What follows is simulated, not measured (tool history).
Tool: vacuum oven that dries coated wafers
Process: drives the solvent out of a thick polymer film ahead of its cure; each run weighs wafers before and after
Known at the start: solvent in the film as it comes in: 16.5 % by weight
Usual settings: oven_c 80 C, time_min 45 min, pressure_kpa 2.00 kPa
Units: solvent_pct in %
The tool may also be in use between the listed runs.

{"run": 1, "day": 0.0, "oven_c": 80, "time_min": 45, "pressure_kpa": 2.0, "solvent_pct": 3.36}
{"run": 2, "day": 2.462, "oven_c": 80, "time_min": 45, "pressure_kpa": 2.0, "solvent_pct": 3.35}
{"run": 3, "day": 6.304, "oven_c": 80, "time_min": 45, "pressure_kpa": 2.0, "solvent_pct": 3.54}
{"run": 4, "day": 8.929, "oven_c": 80, "time_min": 45, "pressure_kpa": 2.0, "solvent_pct": 3.48}
{"run": 5, "day": 12.112, "oven_c": 80, "time_min": 45, "pressure_kpa": 2.0, "solvent_pct": 3.44}
{"run": 6, "day": 15.779, "oven_c": 80, "time_min": 45, "pressure_kpa": 2.0, "solvent_pct": 3.45}
{"run": 7, "day": 20.733, "oven_c": 80, "time_min": 45, "pressure_kpa": 2.0, "solvent_pct": 3.49}
{"run": 8, "day": 24.325, "oven_c": 80, "time_min": 45, "pressure_kpa": 2.0, "solvent_pct": 3.39}
{"day": 24.858, "done": "oven's thermocouples calibrated"}
{"run": 9, "day": 27.846, "oven_c": 80, "time_min": 45, "pressure_kpa": 2.0, "solvent_pct": 4.09}
{"run": 10, "day": 31.933, "oven_c": 80, "time_min": 45, "pressure_kpa": 2.85, "solvent_pct": 4.87}
{"run": 11, "day": 34.996, "oven_c": 80, "time_min": 45, "pressure_kpa": 2.85, "solvent_pct": 4.66}
{"run": 12, "day": 40.054, "oven_c": 80, "time_min": 45, "pressure_kpa": 2.85, "solvent_pct": 4.77}
{"run": 13, "day": 43.617, "oven_c": 80, "time_min": 45, "pressure_kpa": 2.85, "solvent_pct": 4.81}
{"run": 14, "day": 46.704, "oven_c": 80, "time_min": 45, "pressure_kpa": 2.0, "solvent_pct": 3.93}
{"run": 15, "day": 49.408, "oven_c": 80, "time_min": 45, "pressure_kpa": 2.0, "solvent_pct": 3.87}
{"run": 16, "day": 52.333, "oven_c": 80, "time_min": 45, "pressure_kpa": 3.18, "solvent_pct": 5.12}
{"run": 17, "day": 54.821, "oven_c": 80, "time_min": 24, "pressure_kpa": 3.18, "solvent_pct": 7.05}
{"run": 18, "day": 57.554, "oven_c": 68, "time_min": 45, "pressure_kpa": 2.0, "solvent_pct": 7.76}
{"run": 19, "day": 61.038, "oven_c": 81, "time_min": 45, "pressure_kpa": 2.0, "solvent_pct": 3.92}
{"run": 20, "day": 64.825, "oven_c": 81, "time_min": 45, "pressure_kpa": 2.0, "solvent_pct": 3.77}
{"run": 21, "day": 69.392, "oven_c": 81, "time_min": 45, "pressure_kpa": 2.0, "solvent_pct": 3.61}
{"day": 70.108, "done": "oven's thermocouples calibrated"}
{"run": 22, "day": 71.717, "oven_c": 81, "time_min": 45, "pressure_kpa": 2.0, "solvent_pct": 3.79}
{"run": 23, "day": 74.617, "oven_c": 80, "time_min": 40, "pressure_kpa": 2.0, "solvent_pct": 4.5}
{"run": 24, "day": 78.279, "oven_c": 80, "time_min": 45, "pressure_kpa": 2.0, "solvent_pct": 4.06}
{"run": 25, "day": 83.171, "oven_c": 80, "time_min": 33, "pressure_kpa": 1.31, "solvent_pct": 4.36}
{"run": 26, "day": 85.858, "oven_c": 70, "time_min": 76, "pressure_kpa": 1.15, "solvent_pct": 4.26}
{"run": 27, "day": 88.921, "oven_c": 70, "time_min": 35, "pressure_kpa": 3.7, "solvent_pct": 9.96}
{"run": 28, "day": 92.292, "oven_c": 70, "time_min": 35, "pressure_kpa": 1.73, "solvent_pct": 7.78}
{"run": 29, "day": 95.262, "oven_c": 67, "time_min": 35, "pressure_kpa": 3.55, "solvent_pct": 10.88}
{"run": 30, "day": 100.283, "oven_c": 80, "time_min": 47, "pressure_kpa": 2.0, "solvent_pct": 4.04}
{"run": 31, "day": 104.679, "oven_c": 85, "time_min": 30, "pressure_kpa": 2.0, "solvent_pct": 3.89}
{"run": 32, "day": 106.821, "oven_c": 85, "time_min": 30, "pressure_kpa": 2.0, "solvent_pct": 4.03}
{"run": 33, "day": 111.638, "oven_c": 85, "time_min": 30, "pressure_kpa": 2.0, "solvent_pct": 3.8}
{"day": 115.062, "done": "oven's thermocouples calibrated"}
{"run": 34, "day": 115.617, "oven_c": 70, "time_min": 74, "pressure_kpa": 1.36, "solvent_pct": 5.06}
{"run": 35, "day": 120.15, "oven_c": 76, "time_min": 45, "pressure_kpa": 1.88, "solvent_pct": 5.26}
{"run": 36, "day": 124.221, "oven_c": 80, "time_min": 25, "pressure_kpa": 2.0, "solvent_pct": 6.16}
{"day": 126.775, "done": "vacuum gauge cleaned of residue and calibrated"}
{"run": 37, "day": 127.562, "oven_c": 91, "time_min": 25, "pressure_kpa": 1.29, "solvent_pct": 2.15}
{"run": 38, "day": 131.683, "oven_c": 79, "time_min": 74, "pressure_kpa": 1.29, "solvent_pct": 1.72}
{"run": 39, "day": 135.858, "oven_c": 74, "time_min": 45, "pressure_kpa": 4.7, "solvent_pct": 7.76}
{"run": 40, "day": 140.538, "oven_c": 84, "time_min": 51, "pressure_kpa": 2.75, "solvent_pct": 2.98}
{"run": 41, "day": 143.75, "oven_c": 80, "time_min": 45, "pressure_kpa": 3.41, "solvent_pct": 4.62}
{"run": 42, "day": 148.733, "oven_c": 81, "time_min": 53, "pressure_kpa": 2.95, "solvent_pct": 3.58}
{"run": 43, "day": 151.996, "oven_c": 83, "time_min": 44, "pressure_kpa": 1.16, "solvent_pct": 1.96}
{"run": 44, "day": 156.988, "oven_c": 83, "time_min": 44, "pressure_kpa": 1.16, "solvent_pct": 1.96}
{"day": 160.288, "done": "oven's thermocouples calibrated"}
{"run": 45, "day": 161.467, "oven_c": 87, "time_min": 45, "pressure_kpa": 2.0, "solvent_pct": 2.31}
{"run": 46, "day": 164.454, "oven_c": 85, "time_min": 23, "pressure_kpa": 5.2, "solvent_pct": 6.73}
{"run": 47, "day": 167.208, "oven_c": 85, "time_min": 23, "pressure_kpa": 5.2, "solvent_pct": 6.98}

Forecast each of these 4 alternatives for the next run:
{"run": "A", "day": 169.362, "oven_c": 85, "time_min": 39, "pressure_kpa": 5.2, "solvent_pct": "?"}
{"run": "B", "day": 169.362, "oven_c": 77, "time_min": 23, "pressure_kpa": 5.2, "solvent_pct": "?"}
{"run": "C", "day": 169.362, "oven_c": 91, "time_min": 54, "pressure_kpa": 2.0, "solvent_pct": "?"}
{"run": "D", "day": 169.362, "oven_c": 89, "time_min": 26, "pressure_kpa": 5.2, "solvent_pct": "?"}

run=A solvent_pct=5.51
run=B solvent_pct=9.77
run=C solvent_pct=1.72
run=D solvent_pct=5.30
Without the tool's hidden state the same runs would have given:
run=A solvent_pct=5.23
run=B solvent_pct=9.46
run=C solvent_pct=1.53
run=D solvent_pct=5.06
